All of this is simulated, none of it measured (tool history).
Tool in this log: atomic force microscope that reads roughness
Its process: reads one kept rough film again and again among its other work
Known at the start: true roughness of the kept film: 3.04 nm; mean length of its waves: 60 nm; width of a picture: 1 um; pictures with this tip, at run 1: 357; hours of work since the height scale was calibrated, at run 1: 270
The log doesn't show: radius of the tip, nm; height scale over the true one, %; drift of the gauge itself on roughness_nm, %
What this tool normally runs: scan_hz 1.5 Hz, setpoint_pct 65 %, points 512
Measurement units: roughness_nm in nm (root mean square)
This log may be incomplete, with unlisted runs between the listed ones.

run,hour,scan_hz,setpoint_pct,points,pictures with this tip,hours of work since the height scale was calibrated,roughness_nm
1,0,1.5,65,512,357,270,2.757
# hour 9.8: new tip fitted
2,13.2,1.5,81,512,4,279,2.697
3,21.1,0.6,81,512,16,285,2.858
4,34,0.61,65,512,34,295,2.937
5,47,0.61,65,331,52,305,2.928
6,56.5,0.61,65,331,65,312,2.892
7,66.6,0.61,65,331,80,320,2.921
8,76,1.5,65,512,93,327,2.851
9,86,1.5,65,512,107,334,2.843
10,98.3,1.5,65,512,124,344,2.824
11,107.9,1.5,65,512,138,351,2.815
12,118.4,1.5,69,512,152,359,2.772
13,132.5,1.5,78,512,172,370,2.681
14,144.3,1.5,65,512,189,379,2.786
15,151,1.5,65,512,198,384,2.802
16,159.5,1.5,65,512,210,390,2.807
17,167.9,1.5,65,512,222,397,2.782
18,181.9,1.5,65,492,242,407,2.771
19,188.3,1.56,57,287,251,412,2.808
20,194.7,0.71,86,682,260,417,2.707
21,208.4,1.75,86,719,279,427,2.477
22,220.6,3.88,62,281,296,437,2.631
23,235.2,3.88,62,281,317,448,2.63
24,249.7,0.72,76,493,337,459,2.769
25,263.2,1.46,72,266,356,469,2.676
26,269.5,1.5,65,296,365,474,2.75
# hour 273.4: new tip fitted
27,276.4,1.89,61,638,4,479,2.875
28,289,1.5,65,297,22,488,2.851
29,299.9,0.54,84,272,37,496,2.844
30,308.7,1.5,89,512,50,503,2.56
31,320.7,1.5,65,645,67,512,2.875
32,336,3.01,57,737,88,524,2.816
33,345.5,3.57,80,632,102,531,2.385

Run by run, hidden condition taken away, random variation retained:
run,roughness_nm
1,2.873
2,2.692
3,2.857
4,2.942
5,2.941
6,2.909
7,2.944
8,2.879
9,2.875
10,2.862
11,2.859
12,2.819
13,2.734
14,2.846
15,2.867
16,2.875
17,2.855
18,2.85
19,2.892
20,2.79
21,2.56
22,2.724
23,2.73
24,2.881
25,2.792
26,2.871
27,2.864
28,2.847
29,2.846
30,2.566
31,2.889
32,2.837
33,2.407
